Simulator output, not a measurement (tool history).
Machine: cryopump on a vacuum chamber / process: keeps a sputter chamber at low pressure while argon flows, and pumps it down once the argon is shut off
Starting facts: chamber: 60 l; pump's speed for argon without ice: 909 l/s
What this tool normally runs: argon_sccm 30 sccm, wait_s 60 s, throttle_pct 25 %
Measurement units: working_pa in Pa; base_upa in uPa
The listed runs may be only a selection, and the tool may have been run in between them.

run     day  argon_sccm  wait_s  throttle_pct  working_pa  base_upa
  1   0.000          30      60            25      0.2305      4.25
  2   3.333          30      60            25      0.2320      4.27
  3   4.762          30      60            25      0.2340      4.21
  4   7.962          30      60            25      0.2359      4.52
  5   9.771          30      60            25      0.2342      4.49
  6  11.792          30      60            25      0.2360      4.59
  7  14.846          30      60            25      0.2360      4.45
  8  18.538          13      43            40      0.0607      3.80
  9  20.804          23     141            60      0.0730      1.35
 10  23.675          47     266            23      0.3822      1.00
 11  25.325          18     137            32      0.1066      1.56
 12  28.067          18     167            46      0.0743      1.37
 13  29.812          27     165            28      0.1829      1.38
 14  33.046          13     165            18      0.1371      1.46

Withheld: 2 entries from between the runs. Position of each, and hidden state at the listed run before versus the listed run after:
After run 7, before run 8: leaking fittings of the chamber tightened, without venting (day 15.112); pump warmed up, emptied and cooled again (day 18.267)
  pump's speed, % of a pump's without ice: 80.2 -> 99.7; cold plate's temperature, K: 12.27 -> 12.29; leak into the chamber, uPa l/s: 1510 -> 341
  measured less the result without the state, working_pa: +0.0140 -> +0.0002 Pa; base_upa: +1.72 -> +0.04 uPa
